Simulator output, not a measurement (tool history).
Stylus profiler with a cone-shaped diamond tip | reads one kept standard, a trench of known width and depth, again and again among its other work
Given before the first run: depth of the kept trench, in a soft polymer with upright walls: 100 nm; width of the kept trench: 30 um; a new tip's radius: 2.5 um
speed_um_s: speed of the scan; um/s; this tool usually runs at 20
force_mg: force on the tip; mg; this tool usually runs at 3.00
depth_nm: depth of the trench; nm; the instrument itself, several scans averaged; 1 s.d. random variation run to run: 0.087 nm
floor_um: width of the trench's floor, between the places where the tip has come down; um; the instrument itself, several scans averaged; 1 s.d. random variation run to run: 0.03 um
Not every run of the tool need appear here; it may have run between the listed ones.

{"run": 1, "hour": 0.0, "speed_um_s": 20, "force_mg": 3.0, "depth_nm": 101.46, "floor_um": 28.27}
{"run": 2, "hour": 60.5, "speed_um_s": 20, "force_mg": 3.0, "depth_nm": 101.41, "floor_um": 28.3}
{"run": 3, "hour": 114.0, "speed_um_s": 14, "force_mg": 3.0, "depth_nm": 101.32, "floor_um": 28.25}
{"run": 4, "hour": 206.2, "speed_um_s": 14, "force_mg": 3.0, "depth_nm": 101.37, "floor_um": 28.24}
{"run": 5, "hour": 290.7, "speed_um_s": 14, "force_mg": 3.0, "depth_nm": 101.43, "floor_um": 28.25}
{"run": 6, "hour": 351.4, "speed_um_s": 14, "force_mg": 3.0, "depth_nm": 101.56, "floor_um": 28.22}
{"run": 7, "hour": 407.7, "speed_um_s": 34, "force_mg": 3.0, "depth_nm": 101.27, "floor_um": 28.05}
{"run": 8, "hour": 482.3, "speed_um_s": 34, "force_mg": 3.0, "depth_nm": 101.46, "floor_um": 28.03}
{"run": 9, "hour": 565.9, "speed_um_s": 11, "force_mg": 3.0, "depth_nm": 101.33, "floor_um": 28.17}
{"run": 10, "hour": 638.6, "speed_um_s": 11, "force_mg": 1.9, "depth_nm": 101.13, "floor_um": 28.09}
{"run": 11, "hour": 714.1, "speed_um_s": 11, "force_mg": 1.9, "depth_nm": 101.21, "floor_um": 28.13}
{"run": 12, "hour": 809.9, "speed_um_s": 20, "force_mg": 3.0, "depth_nm": 101.52, "floor_um": 28.02}
{"run": 13, "hour": 873.0, "speed_um_s": 46, "force_mg": 3.0, "depth_nm": 101.64, "floor_um": 27.85}
{"run": 14, "hour": 932.6, "speed_um_s": 20, "force_mg": 3.0, "depth_nm": 101.51, "floor_um": 28.0}
{"run": 15, "hour": 1011.6, "speed_um_s": 11, "force_mg": 3.0, "depth_nm": 101.61, "floor_um": 28.06}
{"run": 16, "hour": 1087.9, "speed_um_s": 20, "force_mg": 3.0, "depth_nm": 101.63, "floor_um": 27.96}
{"run": 17, "hour": 1181.4, "speed_um_s": 20, "force_mg": 3.0, "depth_nm": 101.7, "floor_um": 27.98}
{"run": 18, "hour": 1275.1, "speed_um_s": 20, "force_mg": 5.73, "depth_nm": 102.36, "floor_um": 27.99}
{"hour": 1328.0, "done": "height scale calibrated on a step standard"}
{"run": 19, "hour": 1368.0, "speed_um_s": 20, "force_mg": 5.73, "depth_nm": 102.59, "floor_um": 27.98}
{"run": 20, "hour": 1439.1, "speed_um_s": 20, "force_mg": 3.0, "depth_nm": 102.01, "floor_um": 27.87}
{"hour": 1513.0, "done": "height scale calibrated on a step standard, once more"}
{"run": 21, "hour": 1531.0, "speed_um_s": 20, "force_mg": 3.0, "depth_nm": 100.98, "floor_um": 27.85}
{"run": 22, "hour": 1595.9, "speed_um_s": 20, "force_mg": 3.0, "depth_nm": 100.98, "floor_um": 27.86}
{"run": 23, "hour": 1692.5, "speed_um_s": 20, "force_mg": 3.0, "depth_nm": 101.08, "floor_um": 27.88}
{"run": 24, "hour": 1749.3, "speed_um_s": 20, "force_mg": 3.0, "depth_nm": 101.17, "floor_um": 27.85}
{"run": 25, "hour": 1817.5, "speed_um_s": 43, "force_mg": 7.4, "depth_nm": 102.28, "floor_um": 27.79}
{"run": 26, "hour": 1862.9, "speed_um_s": 11, "force_mg": 5.27, "depth_nm": 101.86, "floor_um": 27.89}
{"run": 27, "hour": 1918.3, "speed_um_s": 7, "force_mg": 3.26, "depth_nm": 101.29, "floor_um": 27.86}
{"run": 28, "hour": 1995.1, "speed_um_s": 25, "force_mg": 1.58, "depth_nm": 100.95, "floor_um": 27.74}
{"run": 29, "hour": 2046.2, "speed_um_s": 23, "force_mg": 1.17, "depth_nm": 100.74, "floor_um": 27.63}
{"run": 30, "hour": 2142.9, "speed_um_s": 23, "force_mg": 1.17, "depth_nm": 100.72, "floor_um": 27.66}
{"run": 31, "hour": 2222.9, "speed_um_s": 23, "force_mg": 1.17, "depth_nm": 100.81, "floor_um": 27.61}
{"run": 32, "hour": 2270.6, "speed_um_s": 7, "force_mg": 2.97, "depth_nm": 101.31, "floor_um": 27.78}
{"run": 33, "hour": 2330.5, "speed_um_s": 10, "force_mg": 1.96, "depth_nm": 101.05, "floor_um": 27.72}
{"run": 34, "hour": 2418.7, "speed_um_s": 10, "force_mg": 1.96, "depth_nm": 101.18, "floor_um": 27.77}
{"run": 35, "hour": 2474.5, "speed_um_s": 47, "force_mg": 3.0, "depth_nm": 101.27, "floor_um": 27.55}
{"run": 36, "hour": 2543.9, "speed_um_s": 11, "force_mg": 1.4, "depth_nm": 100.85, "floor_um": 27.73}
{"run": 37, "hour": 2622.0, "speed_um_s": 9, "force_mg": 6.35, "depth_nm": 102.26, "floor_um": 27.7}
{"run": 38, "hour": 2703.8, "speed_um_s": 13, "force_mg": 2.03, "depth_nm": 101.09, "floor_um": 27.58}
{"run": 39, "hour": 2787.0, "speed_um_s": 13, "force_mg": 2.03, "depth_nm": 101.36, "floor_um": 27.63}
{"run": 40, "hour": 2853.6, "speed_um_s": 13, "force_mg": 2.03, "depth_nm": 101.21, "floor_um": 27.65}
{"run": 41, "hour": 2898.9, "speed_um_s": 13, "force_mg": 2.03, "depth_nm": 101.24, "floor_um": 27.62}
{"hour": 2952.0, "done": "new tip fitted, height scale calibrated"}
{"run": 42, "hour": 2952.8, "speed_um_s": 6, "force_mg": 1.76, "depth_nm": 100.77, "floor_um": 28.55}
{"run": 43, "hour": 3020.1, "speed_um_s": 24, "force_mg": 1.55, "depth_nm": 100.7, "floor_um": 28.36}
{"run": 44, "hour": 3064.1, "speed_um_s": 20, "force_mg": 4.31, "depth_nm": 101.64, "floor_um": 28.47}
{"run": 45, "hour": 3107.9, "speed_um_s": 20, "force_mg": 4.31, "depth_nm": 101.49, "floor_um": 28.48}
{"run": 46, "hour": 3161.9, "speed_um_s": 10, "force_mg": 4.28, "depth_nm": 101.42, "floor_um": 28.48}

Below, some changes in depth_nm between adjacent runs. For each, the amount present without the hidden state too (settings, incoming material, random variation) and the amount remaining for the hidden state with gauge scatter not shared by both compared results:
Hidden state at play: radius of the tip, um; height scale over the true one, %; drift of the gauge itself on depth_nm, %; drift of the gauge itself on floor_um, %.
Run 18 -> 19: height scale calibrated on a step standard. depth_nm +0.23 nm: hidden state +0.33, all else -0.10.
Run 20 -> 21: height scale calibrated on a step standard, once more. depth_nm -1.03 nm: hidden state -0.91, all else -0.12.
Run 24 -> 25: speed_um_s 20 -> 43, force_mg 3.00 -> 7.40. depth_nm +1.11 nm: hidden state +0.01, all else +1.10.
Run 36 -> 37: speed_um_s 11 -> 9, force_mg 1.40 -> 6.35. depth_nm +1.41 nm: hidden state +0.02, all else +1.39.
Run 37 -> 38: speed_um_s 9 -> 13, force_mg 6.35 -> 2.03. depth_nm -1.17 nm: hidden state +0.03, all else -1.20.
Run 41 -> 42: speed_um_s 13 -> 6, force_mg 2.03 -> 1.76, new tip fitted, height scale calibrated. depth_nm -0.47 nm: hidden state -0.39, all else -0.08.
